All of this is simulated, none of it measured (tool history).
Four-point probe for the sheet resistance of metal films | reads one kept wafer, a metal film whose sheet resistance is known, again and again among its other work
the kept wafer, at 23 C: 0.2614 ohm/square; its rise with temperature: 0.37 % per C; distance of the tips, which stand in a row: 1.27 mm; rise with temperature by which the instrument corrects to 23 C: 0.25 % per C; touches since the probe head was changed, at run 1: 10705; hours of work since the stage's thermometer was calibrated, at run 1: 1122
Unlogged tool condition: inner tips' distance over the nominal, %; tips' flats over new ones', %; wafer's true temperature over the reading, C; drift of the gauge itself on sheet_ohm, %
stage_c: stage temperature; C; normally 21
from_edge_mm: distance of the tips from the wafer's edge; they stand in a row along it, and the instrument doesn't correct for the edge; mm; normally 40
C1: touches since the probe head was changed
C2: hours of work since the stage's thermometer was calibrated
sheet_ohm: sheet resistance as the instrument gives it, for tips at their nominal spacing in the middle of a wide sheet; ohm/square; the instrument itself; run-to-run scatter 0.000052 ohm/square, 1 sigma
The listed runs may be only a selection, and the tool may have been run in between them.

run 1 day=0.000 | stage_c=21 from_edge_mm=40 | C1=10705 C2=1122 | sheet_ohm=0.262601
run 2 day=0.946 | stage_c=21 from_edge_mm=4 | C1=11204 C2=1139 | sheet_ohm=0.275938
run 3 day=1.779 | stage_c=21 from_edge_mm=4 | C1=11645 C2=1154 | sheet_ohm=0.275979
run 4 day=2.688 | stage_c=21 from_edge_mm=40 | C1=12123 C2=1170 | sheet_ohm=0.262588
run 5 day=3.325 | stage_c=21 from_edge_mm=40 | C1=12460 C2=1181 | sheet_ohm=0.262692
run 6 day=4.442 | stage_c=21 from_edge_mm=40 | C1=13050 C2=1201 | sheet_ohm=0.262663
run 7 day=5.325 | stage_c=24 from_edge_mm=40 | C1=13517 C2=1216 | sheet_ohm=0.263539
run 8 day=6.221 | stage_c=24 from_edge_mm=40 | C1=13989 C2=1232 | sheet_ohm=0.263592
run 9 day=6.717 | stage_c=24 from_edge_mm=6 | C1=14252 C2=1241 | sheet_ohm=0.269603
run 10 day=7.229 | stage_c=24 from_edge_mm=40 | C1=14521 C2=1250 | sheet_ohm=0.263646
run 11 day=8.033 | stage_c=24 from_edge_mm=40 | C1=14946 C2=1264 | sheet_ohm=0.263545
run 12 day=8.817 | stage_c=21 from_edge_mm=40 | C1=15359 C2=1278 | sheet_ohm=0.262764
run 13 day=9.729 | stage_c=21 from_edge_mm=40 | C1=15842 C2=1294 | sheet_ohm=0.262579
run 14 day=10.846 | stage_c=21 from_edge_mm=40 | C1=16431 C2=1314 | sheet_ohm=0.262685
run 15 day=11.679 | stage_c=21 from_edge_mm=40 | C1=16871 C2=1329 | sheet_ohm=0.262629
run 16 day=12.333 | stage_c=21 from_edge_mm=40 | C1=17217 C2=1340 | sheet_ohm=0.262636
run 17 day=13.371 | stage_c=22 from_edge_mm=40 | C1=17765 C2=1359 | sheet_ohm=0.262937
run 18 day=13.892 | stage_c=22 from_edge_mm=40 | C1=18039 C2=1368 | sheet_ohm=0.262913
run 19 day=14.500 | stage_c=21 from_edge_mm=40 | C1=18360 C2=1378 | sheet_ohm=0.262602
run 20 day=15.462 | stage_c=21 from_edge_mm=40 | C1=18869 C2=1395 | sheet_ohm=0.262600
run 21 day=16.371 | stage_c=22 from_edge_mm=17 | C1=19348 C2=1411 | sheet_ohm=0.263671
run 22 day=17.300 | stage_c=27 from_edge_mm=32 | C1=19839 C2=1428 | sheet_ohm=0.264576
run 23 day=18.108 | stage_c=23 from_edge_mm=65 | C1=20267 C2=1442 | sheet_ohm=0.263099
run 24 day=18.958 | stage_c=23 from_edge_mm=65 | C1=20714 C2=1457 | sheet_ohm=0.263071
run 25 day=19.800 | stage_c=23 from_edge_mm=65 | C1=21160 C2=1472 | sheet_ohm=0.263083
run 26 day=20.488 | stage_c=23 from_edge_mm=65 | C1=21523 C2=1484 | sheet_ohm=0.263207
run 27 day=21.121 | stage_c=31 from_edge_mm=65 | C1=21856 C2=1495 | sheet_ohm=0.265631
run 28 day=22.121 | stage_c=22 from_edge_mm=11 | C1=22385 C2=1513 | sheet_ohm=0.264695
run 29 day=22.662 | stage_c=23 from_edge_mm=8 | C1=22670 C2=1523 | sheet_ohm=0.266534
run 30 day=23.571 | stage_c=26 from_edge_mm=51 | C1=23150 C2=1539 | sheet_ohm=0.264111
run 31 day=24.496 | stage_c=21 from_edge_mm=3 | C1=23638 C2=1555 | sheet_ohm=0.285347
run 32 day=25.392 | stage_c=24 from_edge_mm=53 | C1=24111 C2=1571 | sheet_ohm=0.263466
run 33 day=26.317 | stage_c=34 from_edge_mm=40 | C1=24599 C2=1587 | sheet_ohm=0.266640
run 34 day=27.079 | stage_c=34 from_edge_mm=7 | C1=25002 C2=1601 | sheet_ohm=0.271119
run 35 day=27.904 | stage_c=24 from_edge_mm=6 | C1=25439 C2=1615 | sheet_ohm=0.269533
run 36 day=28.858 | stage_c=19 from_edge_mm=47 | C1=25941 C2=1632 | sheet_ohm=0.261824
run 37 day=30.008 | stage_c=19 from_edge_mm=30 | C1=26550 C2=1653 | sheet_ohm=0.262101
run 38 day=31.100 | stage_c=26 from_edge_mm=3 | C1=27126 C2=1672 | sheet_ohm=0.287078
run 39 day=31.833 | stage_c=26 from_edge_mm=3 | C1=27513 C2=1685 | sheet_ohm=0.287085

4 options for the next run, each taken on its own from the tool as it stands now. Forecast them:
run A day=33.012 | stage_c=28 from_edge_mm=25 | C1=28135 C2=1706 | sheet_ohm=?
run B day=33.012 | stage_c=22 from_edge_mm=46 | C1=28135 C2=1706 | sheet_ohm=?
run C day=33.012 | stage_c=26 from_edge_mm=11 | C1=28135 C2=1706 | sheet_ohm=?
run D day=33.012 | stage_c=25 from_edge_mm=3 | C1=28135 C2=1706 | sheet_ohm=?

run=A sheet_ohm=0.265118
run=B sheet_ohm=0.262894
run=C sheet_ohm=0.265920
run=D sheet_ohm=0.286521
What these runs would have given with no unlogged condition in the tool:
run=A sheet_ohm=0.263421
run=B sheet_ohm=0.261202
run=C sheet_ohm=0.264216
run=D sheet_ohm=0.284693
